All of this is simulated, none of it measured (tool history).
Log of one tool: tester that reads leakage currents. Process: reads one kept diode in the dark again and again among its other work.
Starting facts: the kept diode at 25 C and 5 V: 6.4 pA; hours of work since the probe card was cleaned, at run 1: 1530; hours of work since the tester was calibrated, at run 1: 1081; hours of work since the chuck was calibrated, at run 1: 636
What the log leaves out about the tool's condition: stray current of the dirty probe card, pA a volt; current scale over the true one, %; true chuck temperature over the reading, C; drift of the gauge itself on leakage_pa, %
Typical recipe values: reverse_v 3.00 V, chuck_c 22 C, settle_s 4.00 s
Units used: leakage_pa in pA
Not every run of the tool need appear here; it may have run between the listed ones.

| run | hour | reverse_v | chuck_c | settle_s | hours of work since the probe card was cleaned | hours of work since the tester was calibrated | hours of work since the chuck was calibrated | leakage_pa |
|---|---|---|---|---|---|---|---|---|
| 1 | 0.0 | 3.00 | 22 | 4.00 | 1530 | 1081 | 636 | 11.07 |
| 2 | 49.0 | 3.00 | 22 | 4.00 | 1555 | 1107 | 661 | 11.09 |
| 3 | 86.5 | 3.00 | 44 | 4.00 | 1575 | 1126 | 681 | 32.72 |
| 4 | 145.3 | 3.00 | 44 | 4.00 | 1605 | 1156 | 711 | 32.89 |
| 5 | 188.1 | 3.00 | 44 | 4.00 | 1628 | 1179 | 733 | 32.94 |
| 6 | 224.8 | 3.00 | 22 | 4.00 | 1647 | 1198 | 752 | 11.58 |
| 7 | 281.5 | 3.00 | 22 | 4.00 | 1676 | 1227 | 782 | 11.75 |
| 8 | 312.0 | 3.00 | 22 | 4.00 | 1692 | 1243 | 797 | 11.88 |
| 9 | 372.8 | 3.00 | 22 | 4.00 | 1723 | 1274 | 829 | 11.91 |
| 10 | 415.9 | 3.00 | 22 | 4.00 | 1746 | 1297 | 851 | 11.99 |
| 11 | 448.8 | 3.00 | 29 | 4.00 | 1763 | 1314 | 868 | 15.53 |
| 12 | 506.3 | 3.00 | 29 | 4.00 | 1793 | 1344 | 898 | 15.92 |
| 13 | 539.4 | 3.00 | 29 | 4.00 | 1810 | 1361 | 915 | 15.81 |
| 14 | 583.1 | 3.00 | 29 | 4.00 | 1832 | 1383 | 938 | 16.01 |
| 15 | 637.2 | 3.00 | 39 | 4.00 | 1860 | 1411 | 966 | 25.92 |
| 16 | 673.7 | 5.70 | 41 | 2.15 | 1879 | 1430 | 985 | 41.92 |
| 17 | 700.1 | 5.70 | 29 | 3.49 | 1893 | 1444 | 999 | 25.60 |
| 18 | 735.0 | 5.70 | 29 | 3.49 | 1911 | 1462 | 1017 | 25.85 |
| 19 | 767.9 | 1.37 | 48 | 3.49 | 1928 | 1479 | 1034 | 30.78 |
| 20 | 805.4 | 3.00 | 22 | 5.12 | 1948 | 1499 | 1053 | 12.89 |
| 21 | 844.8 | 3.00 | 22 | 5.12 | 1968 | 1519 | 1074 | 13.06 |
|  | 857.6 | probe card cleaned and baked |
| 22 | 881.0 | 3.00 | 43 | 5.12 | 12 | 1536 | 1091 | 24.80 |
| 23 | 940.3 | 1.22 | 22 | 1.91 | 43 | 1567 | 1122 | 3.67 |

The next listed run, before its measurement:
| 24 | 987.0 | 2.80 | 31 | 1.91 | 67 | 1591 | 1146 | ? |

{"run 24": {"leakage_pa": 10.26}}
With the hidden condition absent and the run-to-run variation left alone, this run would have shown leakage_pa 9.35 pA.
